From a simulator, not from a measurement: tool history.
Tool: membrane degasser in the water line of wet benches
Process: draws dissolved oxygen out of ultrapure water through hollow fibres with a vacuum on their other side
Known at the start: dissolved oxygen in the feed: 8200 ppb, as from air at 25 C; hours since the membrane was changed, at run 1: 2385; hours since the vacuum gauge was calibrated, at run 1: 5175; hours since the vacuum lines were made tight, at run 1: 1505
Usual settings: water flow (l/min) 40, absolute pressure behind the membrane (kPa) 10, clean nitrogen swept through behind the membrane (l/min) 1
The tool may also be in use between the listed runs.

run	hour	water flow (l/min)	absolute pressure behind the membrane (kPa)	clean nitrogen swept through behind the membrane (l/min)	hours since the membrane was changed	hours since the vacuum gauge was calibrated	hours since the vacuum lines were made tight	dissolved oxygen in the water behind the degasser (ppb)	pressure that the water loses in the fibres (kPa)
1	0	40	10	1	2385	5175	1505	564.8	51.3
2	50	40	10	1	2435	5225	1555	569.4	51.35
3	78.1	31	10	1	2463	5253	1583	467.1	39.35
4	118	31	10	1	2503	5293	1623	463	39.79
5	176.5	31	10	1	2562	5351	1681	461.9	39.74
6	204.7	31	10	1	2590	5379	1709	467.7	39.65
7	260.2	31	10	1.26	2645	5435	1765	388	39.96
8	294.6	40	10	1	2680	5469	1799	573.9	51.34
9	338.1	40	10	1	2723	5513	1843	568.8	51.04
10	366.1	40	10	1	2751	5541	1871	574.2	51.05
# hour 418.2: vacuum gauge calibrated
11	426.2	40	10	1	2811	8	1930	588.9	51.82
12	456.7	40	10	1	2841	38	1961	586.2	51.24
13	517.3	37	10	1	2902	99	2022	547.2	47.07
14	571.2	37	10	1	2956	153	2075	559.6	47.57
15	608	37	10	1	2993	190	2112	552.2	46.89
# hour 633.2: vacuum gauge calibrated, once more
16	669	37	11	1	3053	36	2173	574.3	47.55
17	728.5	40	9.1	0.56	3113	95	2232	708.1	51.41
18	760.2	33	18.1	0.92	3144	127	2264	998.3	42.46
19	826.4	30	12.8	0.75	3211	193	2330	730	38.87
20	875.6	38	11.8	1	3260	242	2379	651	48.95
21	913.1	40	11.8	0.62	3297	280	2417	935.7	51.73
22	954.4	54	10	0.83	3339	321	2458	774.7	69.38
23	993.7	31	24.4	1.58	3378	360	2497	864.1	39.87
24	1029.4	31	24.4	1.58	3413	396	2533	868.5	40.29
25	1070.4	31	24.4	1.58	3455	437	2574	863	39.79
26	1136	31	24.4	1.58	3520	503	2640	859.2	40.09

3 ways to go on from here, each from the tool as it stands after run 26. What would each give?
A	1178.7	62	8.2	0.48	3563	545	2682	?	?
B	1178.7	39	9.5	0.74	3563	545	2682	?	?
C	1178.7	28	14.1	0.71	3563	545	2682	?	?

run	dissolved oxygen in the water behind the degasser (ppb)	pressure that the water loses in the fibres (kPa)
A	892.6	79.75
B	607	50.38
C	811.5	36.51
Without the tool's hidden state the same runs would have given:
run	dissolved oxygen in the water behind the degasser (ppb)	pressure that the water loses in the fibres (kPa)
A	876.7	77.66
B	597.2	49.07
C	803.6	35.56
